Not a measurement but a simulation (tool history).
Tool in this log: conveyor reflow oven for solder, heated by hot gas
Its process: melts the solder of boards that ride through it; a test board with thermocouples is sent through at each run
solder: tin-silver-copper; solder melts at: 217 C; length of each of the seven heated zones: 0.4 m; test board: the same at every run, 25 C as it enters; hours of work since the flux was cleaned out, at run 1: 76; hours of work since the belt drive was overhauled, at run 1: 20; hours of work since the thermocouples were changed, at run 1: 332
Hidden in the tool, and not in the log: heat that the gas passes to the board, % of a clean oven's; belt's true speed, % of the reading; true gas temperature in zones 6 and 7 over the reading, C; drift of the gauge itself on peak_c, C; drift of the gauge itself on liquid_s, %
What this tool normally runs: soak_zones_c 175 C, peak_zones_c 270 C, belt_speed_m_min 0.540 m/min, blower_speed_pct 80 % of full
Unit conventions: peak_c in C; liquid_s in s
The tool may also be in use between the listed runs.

run,hour,soak_zones_c,peak_zones_c,belt_speed_m_min,blower_speed_pct,hours of work since the flux was cleaned out,hours of work since the belt drive was overhauled,hours of work since the thermocouples were changed,peak_c,liquid_s
1,0.0,175,270,0.540,80,76,20,332,259.1,72.5
2,4.8,175,270,0.540,80,78,23,335,258.6,72.1
3,12.7,175,270,0.540,86,82,26,338,259.3,73.4
4,18.4,175,270,0.540,86,84,29,341,259.3,73.3
5,26.0,175,270,0.540,80,88,32,344,258.4,72.5
6,33.0,175,270,0.540,80,91,35,347,258.7,73.1
7,36.9,175,270,0.540,80,93,37,349,258.7,72.7
8,43.6,175,270,0.540,80,96,40,352,258.4,72.1
9,51.2,175,270,0.540,76,99,43,355,258.3,71.9
10,56.5,175,270,0.457,76,101,46,358,262.3,89.6
11,61.4,175,270,0.640,76,104,48,360,253.2,56.2
12,69.9,169,270,0.540,80,107,52,364,257.5,69.4
13,76.7,169,270,0.540,80,110,55,367,257.7,69.8
14,81.6,169,270,0.540,80,113,57,369,257.6,69.8
15,89.4,169,270,0.540,80,116,60,372,258.4,69.8
16,97.8,169,270,0.540,80,120,64,376,257.6,69.6
17,105.0,172,283,0.633,84,123,67,379,265.3,63.4
18,114.4,183,281,0.524,61,127,71,383,267.0,82.9
19,121.1,166,281,0.604,79,130,74,386,263.7,63.9
20,129.7,161,270,0.540,54,134,78,390,251.1,59.3
21,134.9,179,270,0.622,80,136,81,393,254.9,61.4
22,141.7,167,273,0.579,80,139,84,396,258.2,63.6
23,149.6,167,273,0.579,80,143,87,399,258.0,64.0
24,157.3,167,270,0.572,69,146,91,403,253.6,60.9
25,165.8,167,270,0.572,69,150,94,406,253.6,61.2
26,170.7,188,276,0.486,50,152,97,409,263.2,89.4
27,179.1,178,270,0.621,80,156,100,412,254.8,60.7
28,185.5,186,276,0.576,57,159,103,415,259.4,72.3
29,194.4,176,277,0.519,83,163,107,419,266.4,80.9
30,200.8,176,276,0.572,83,166,110,422,262.9,70.9

Below, each run's measurement less what the same run would have read without the hidden state. Both values contain the same run-to-run variation, but the gauge's scatter may not be the same in both:
run,peak_c,liquid_s
1,+0.5,+0.2
2,+0.5,+0.1
3,+0.4,+0.1
4,+0.5,+0.1
5,+0.5,+0.1
6,+0.4,+0.1
7,+0.5,+0.2
8,+0.4,+0.1
9,+0.5,+0.2
10,+0.5,+0.2
11,+0.3,+0.0
12,+0.4,+0.1
13,+0.4,+0.1
14,+0.4,+0.0
15,+0.4,+0.1
16,+0.3,+0.1
17,+0.1,+0.0
18,+0.4,+0.2
19,+0.2,-0.1
20,+0.3,+0.1
21,+0.2,+0.0
22,+0.2,+0.0
23,+0.1,+0.0
24,+0.2,+0.0
25,+0.2,+0.0
26,+0.5,+0.4
27,+0.1,+0.0
28,+0.3,+0.1
29,+0.3,+0.1
30,+0.2,+0.0

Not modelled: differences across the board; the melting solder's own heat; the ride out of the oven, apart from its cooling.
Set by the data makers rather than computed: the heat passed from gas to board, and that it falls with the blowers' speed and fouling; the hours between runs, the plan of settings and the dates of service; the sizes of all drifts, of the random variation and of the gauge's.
